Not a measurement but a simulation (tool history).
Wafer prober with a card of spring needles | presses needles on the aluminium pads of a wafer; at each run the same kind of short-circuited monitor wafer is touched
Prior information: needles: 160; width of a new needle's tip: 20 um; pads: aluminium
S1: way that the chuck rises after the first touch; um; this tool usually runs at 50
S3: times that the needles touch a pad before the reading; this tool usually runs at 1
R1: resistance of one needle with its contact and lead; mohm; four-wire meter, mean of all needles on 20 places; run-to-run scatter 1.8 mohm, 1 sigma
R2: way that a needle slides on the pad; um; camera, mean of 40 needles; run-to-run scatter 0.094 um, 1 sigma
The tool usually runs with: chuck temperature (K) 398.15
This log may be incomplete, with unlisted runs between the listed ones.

{"run": 1, "hour": 0.0, "S1": 50, "chuck temperature (K)": 398.15, "S3": 1, "R1": 365, "R2": 10.89}
{"hour": 4.3, "done": "tips cleaned on abrasive film"}
{"run": 2, "hour": 14.6, "S1": 50, "chuck temperature (K)": 398.15, "S3": 1, "R1": 339, "R2": 10.98}
{"hour": 19.6, "done": "tips cleaned on abrasive film"}
{"run": 3, "hour": 27.7, "S1": 50, "chuck temperature (K)": 398.15, "S3": 1, "R1": 324, "R2": 10.69}
{"hour": 34.1, "done": "tips cleaned on abrasive film"}
{"run": 4, "hour": 42.9, "S1": 50, "chuck temperature (K)": 378.15, "S3": 1, "R1": 334, "R2": 10.9}
{"hour": 48.3, "done": "tips cleaned on abrasive film"}
{"run": 5, "hour": 59.6, "S1": 50, "chuck temperature (K)": 398.15, "S3": 2, "R1": 286, "R2": 10.7}
{"hour": 62.6, "done": "tips cleaned on abrasive film"}
{"run": 6, "hour": 76.2, "S1": 54, "chuck temperature (K)": 398.15, "S3": 2, "R1": 282, "R2": 11.55}
{"hour": 77.3, "done": "tips cleaned on abrasive film"}
{"hour": 91.6, "done": "tips cleaned on abrasive film"}
{"run": 7, "hour": 96.7, "S1": 54, "chuck temperature (K)": 317.15, "S3": 2, "R1": 240, "R2": 11.71}
{"hour": 106.7, "done": "tips cleaned on abrasive film"}
{"run": 8, "hour": 112.0, "S1": 54, "chuck temperature (K)": 364.15, "S3": 2, "R1": 240, "R2": 11.59}
{"hour": 121.5, "done": "tips cleaned on abrasive film"}
{"run": 9, "hour": 133.7, "S1": 54, "chuck temperature (K)": 364.15, "S3": 2, "R1": 278, "R2": 11.54}
{"hour": 136.1, "done": "tips cleaned on abrasive film"}
{"hour": 150.5, "done": "tips cleaned on abrasive film"}
{"run": 10, "hour": 150.7, "S1": 54, "chuck temperature (K)": 364.15, "S3": 2, "R1": 194, "R2": 11.6}
{"hour": 164.7, "done": "tips cleaned on abrasive film"}
{"run": 11, "hour": 174.0, "S1": 54, "chuck temperature (K)": 364.15, "S3": 2, "R1": 263, "R2": 11.52}
{"hour": 179.5, "done": "tips cleaned on abrasive film"}
{"run": 12, "hour": 192.4, "S1": 50, "chuck temperature (K)": 398.15, "S3": 1, "R1": 372, "R2": 10.59}
{"hour": 194.5, "done": "tips cleaned on abrasive film"}
{"hour": 210.1, "done": "tips cleaned on abrasive film"}
{"run": 13, "hour": 211.4, "S1": 50, "chuck temperature (K)": 398.15, "S3": 1, "R1": 237, "R2": 10.57}
{"hour": 224.9, "done": "tips cleaned on abrasive film"}
{"run": 14, "hour": 235.9, "S1": 50, "chuck temperature (K)": 398.15, "S3": 1, "R1": 371, "R2": 10.74}
{"hour": 239.7, "done": "tips cleaned on abrasive film"}
{"run": 15, "hour": 252.9, "S1": 50, "chuck temperature (K)": 301.15, "S3": 3, "R1": 252, "R2": 10.52}
{"hour": 254.8, "done": "tips cleaned on abrasive film"}
{"run": 16, "hour": 267.6, "S1": 43, "chuck temperature (K)": 311.15, "S3": 1, "R1": 475, "R2": 8.81}
{"hour": 269.7, "done": "tips cleaned on abrasive film"}
{"hour": 284.9, "done": "tips cleaned on abrasive film"}
{"run": 17, "hour": 291.9, "S1": 42, "chuck temperature (K)": 386.15, "S3": 1, "R1": 389, "R2": 8.66}
{"hour": 300.7, "done": "tips cleaned on abrasive film"}
{"run": 18, "hour": 308.9, "S1": 63, "chuck temperature (K)": 385.15, "S3": 1, "R1": 276, "R2": 13.24}
{"hour": 316.2, "done": "tips cleaned on abrasive film"}
{"run": 19, "hour": 326.3, "S1": 63, "chuck temperature (K)": 385.15, "S3": 1, "R1": 289, "R2": 13.54}
{"hour": 328.7, "done": "height of the first contact set anew"}
{"hour": 331.8, "done": "tips cleaned on abrasive film"}
{"run": 20, "hour": 338.8, "S1": 63, "chuck temperature (K)": 385.15, "S3": 1, "R1": 256, "R2": 13.77}
{"hour": 345.9, "done": "tips cleaned on abrasive film"}
{"run": 21, "hour": 352.7, "S1": 63, "chuck temperature (K)": 385.15, "S3": 1, "R1": 257, "R2": 13.79}
{"hour": 361.9, "done": "tips cleaned on abrasive film"}
{"run": 22, "hour": 370.1, "S1": 50, "chuck temperature (K)": 305.15, "S3": 2, "R1": 269, "R2": 11.12}
{"hour": 376.2, "done": "tips cleaned on abrasive film"}
{"run": 23, "hour": 380.9, "S1": 50, "chuck temperature (K)": 357.15, "S3": 2, "R1": 242, "R2": 10.99}

Each row is a separate what-if for the run after 23, all from the same tool condition, not one after another. Results?
{"hour": 390.6, "done": "tips cleaned on abrasive film"}
{"run": "A", "hour": 394.8, "S1": 42, "chuck temperature (K)": 303.15, "S3": 1, "R1": "?", "R2": "?"}
{"hour": 390.6, "done": "tips cleaned on abrasive film"}
{"run": "B", "hour": 394.8, "S1": 40, "chuck temperature (K)": 327.15, "S3": 1, "R1": "?", "R2": "?"}
{"hour": 390.6, "done": "tips cleaned on abrasive film"}
{"run": "C", "hour": 394.8, "S1": 64, "chuck temperature (K)": 398.15, "S3": 1, "R1": "?", "R2": "?"}
{"hour": 390.6, "done": "tips cleaned on abrasive film"}
{"run": "D", "hour": 394.8, "S1": 33, "chuck temperature (K)": 351.15, "S3": 2, "R1": "?", "R2": "?"}

run=A R1=326 R2=9.14
run=B R1=344 R2=8.82
run=C R1=241 R2=14.02
run=D R1=330 R2=7.33
Without the tool's hidden state the same runs would have given:
run=A R1=172 R2=9.23
run=B R1=181 R2=8.91
run=C R1=179 R2=14.11
run=D R1=193 R2=7.42
